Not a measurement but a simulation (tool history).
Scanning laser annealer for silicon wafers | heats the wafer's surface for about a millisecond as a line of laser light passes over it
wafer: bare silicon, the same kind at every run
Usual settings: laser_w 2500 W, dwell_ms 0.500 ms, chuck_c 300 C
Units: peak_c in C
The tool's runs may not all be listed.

run	hour	laser_w	dwell_ms	chuck_c	peak_c
1	0.0	2500	0.500	300	1085
2	68.0	2500	0.500	300	1086
3	119.0	2500	0.474	300	1062
4	173.1	2738	0.474	300	1159
5	213.4	2738	0.474	300	1157
6	272.1	2505	0.474	300	1061
# hour 286.1: optics aligned, line set to its width
7	318.9	2500	0.500	320	1084
8	380.8	2500	0.421	300	1007
9	454.1	2500	0.500	300	1061
# hour 475.3: optics aligned, line set to its width, once more
10	528.3	2500	0.500	300	1080
11	571.3	2500	0.500	300	1085
12	641.2	2500	0.500	300	1081
13	700.2	2500	0.500	300	1077
14	764.0	2500	0.500	300	1078
15	800.3	2500	0.500	300	1074
16	851.3	2500	0.500	300	1072
17	919.8	2500	0.500	300	1069
18	976.6	2500	0.500	300	1064
19	1048.2	2500	0.409	300	995
20	1085.7	2500	0.604	268	1105
21	1139.8	2500	0.604	268	1102
# hour 1197.9: window over the wafer cleaned
22	1217.9	2500	0.604	268	1153
23	1290.4	2644	0.543	268	1175
24	1340.1	2644	0.607	319	1274
25	1390.7	2644	0.607	319	1272
26	1460.9	2644	0.442	273	1092
27	1520.0	2555	0.524	290	1136
28	1565.9	2605	0.543	300	1174
29	1615.6	2186	0.396	300	897
30	1664.4	2506	0.577	316	1168
31	1700.1	2506	0.577	316	1173
32	1741.6	2346	0.404	301	960
33	1778.8	2500	0.600	300	1164
34	1826.0	2613	0.500	300	1141

Forecast each of these 4 alternatives for the next run:
A	1858.2	2524	0.500	300	?
B	1858.2	2246	0.500	300	?
C	1858.2	2500	0.463	264	?
D	1858.2	2723	0.500	262	?

run	peak_c
A	1103
B	985
C	1025
D	1147
Without the tool's hidden state the same runs would have given:
run	peak_c
A	1129
B	1007
C	1050
D	1176
